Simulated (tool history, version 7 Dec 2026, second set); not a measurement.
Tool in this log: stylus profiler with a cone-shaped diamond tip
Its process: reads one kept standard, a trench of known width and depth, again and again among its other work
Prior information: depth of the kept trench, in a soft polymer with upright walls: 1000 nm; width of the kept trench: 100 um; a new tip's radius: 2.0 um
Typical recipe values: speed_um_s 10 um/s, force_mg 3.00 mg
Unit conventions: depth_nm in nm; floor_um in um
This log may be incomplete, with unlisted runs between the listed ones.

| run | hour | speed_um_s | force_mg | depth_nm | floor_um |
|---|---|---|---|---|---|
| 1 | 0.0 | 10 | 3.00 | 1012.77 | 95.86 |
| 2 | 16.9 | 10 | 3.00 | 1013.02 | 95.80 |
| 3 | 43.3 | 10 | 7.61 | 1023.70 | 95.89 |
| 4 | 59.5 | 10 | 7.61 | 1023.48 | 95.84 |
| 5 | 85.7 | 10 | 7.61 | 1023.27 | 95.79 |
| 6 | 104.9 | 10 | 3.00 | 1012.50 | 95.79 |
| 7 | 124.0 | 10 | 3.00 | 1012.35 | 95.74 |
| 8 | 157.9 | 10 | 3.00 | 1012.51 | 95.80 |
| 9 | 194.2 | 10 | 3.00 | 1012.02 | 95.75 |
| 10 | 230.8 | 10 | 3.00 | 1012.33 | 95.70 |
| 11 | 251.8 | 10 | 3.00 | 1012.32 | 95.69 |
| 12 | 285.8 | 3 | 3.00 | 1011.75 | 95.77 |
| 13 | 306.2 | 4 | 3.00 | 1012.25 | 95.75 |
| 14 | 334.5 | 4 | 3.00 | 1012.16 | 95.70 |
| 15 | 352.9 | 4 | 3.00 | 1012.11 | 95.72 |
| 16 | 375.8 | 4 | 3.00 | 1012.06 | 95.72 |
| 17 | 398.4 | 4 | 3.00 | 1011.93 | 95.73 |
| 18 | 425.5 | 10 | 3.00 | 1011.53 | 95.65 |
| 19 | 463.1 | 24 | 3.00 | 1011.67 | 95.60 |
| 20 | 483.0 | 24 | 3.00 | 1011.92 | 95.53 |
| 21 | 509.2 | 10 | 3.00 | 1011.90 | 95.65 |
| 22 | 543.8 | 10 | 3.00 | 1011.90 | 95.61 |
| 23 | 559.8 | 10 | 1.81 | 1007.87 | 95.55 |
| 24 | 584.9 | 10 | 1.81 | 1007.67 | 95.60 |
| 25 | 602.7 | 10 | 1.81 | 1008.03 | 95.62 |
| 26 | 620.7 | 9 | 3.51 | 1013.27 | 95.59 |
| 27 | 659.6 | 4 | 1.12 | 1005.47 | 95.59 |
| 28 | 688.8 | 39 | 1.95 | 1008.19 | 95.38 |
| 29 | 721.0 | 14 | 1.35 | 1006.12 | 95.47 |
| 30 | 757.3 | 7 | 3.00 | 1011.19 | 95.57 |
| 31 | 779.8 | 7 | 3.00 | 1011.44 | 95.55 |
| 32 | 811.2 | 7 | 3.00 | 1010.96 | 95.55 |
| 33 | 834.7 | 7 | 5.79 | 1018.06 | 95.53 |
| 34 | 856.9 | 6 | 7.15 | 1020.80 | 95.53 |
| 35 | 882.0 | 10 | 1.63 | 1006.80 | 95.50 |
| 36 | 903.6 | 10 | 1.63 | 1006.87 | 95.47 |
| 37 | 925.1 | 32 | 5.04 | 1016.17 | 95.45 |
| 38 | 955.7 | 38 | 7.08 | 1020.73 | 95.43 |
| 39 | 994.5 | 19 | 7.08 | 1020.68 | 95.42 |
| 40 | 1019.6 | 15 | 2.87 | 1010.38 | 95.48 |
| 41 | 1048.2 | 15 | 2.87 | 1010.44 | 95.37 |
| 42 | 1064.7 | 15 | 2.87 | 1010.19 | 95.40 |
| 43 | 1101.4 | 15 | 2.87 | 1010.02 | 95.38 |
| 44 | 1127.4 | 25 | 8.54 | 1023.25 | 95.40 |
| 45 | 1150.9 | 25 | 8.54 | 1022.98 | 95.39 |
| 46 | 1180.9 | 25 | 8.54 | 1023.26 | 95.37 |

Branching from run 46: 4 alternative next runs. What would each branch give?
| A | 1208.3 | 25 | 1.56 | ? | ? |
| B | 1208.3 | 39 | 3.37 | ? | ? |
| C | 1208.3 | 9 | 8.54 | ? | ? |
| D | 1208.3 | 7 | 4.74 | ? | ? |

| run | depth_nm | floor_um |
|---|---|---|
| A | 1005.77 | 95.23 |
| B | 1011.38 | 95.21 |
| C | 1023.33 | 95.33 |
| D | 1014.87 | 95.41 |
Stripped of hidden state, with their random variation kept, the same runs would have yielded:
| run | depth_nm | floor_um |
|---|---|---|
| A | 1007.99 | 96.35 |
| B | 1013.60 | 96.33 |
| C | 1025.59 | 96.45 |
| D | 1017.10 | 96.53 |
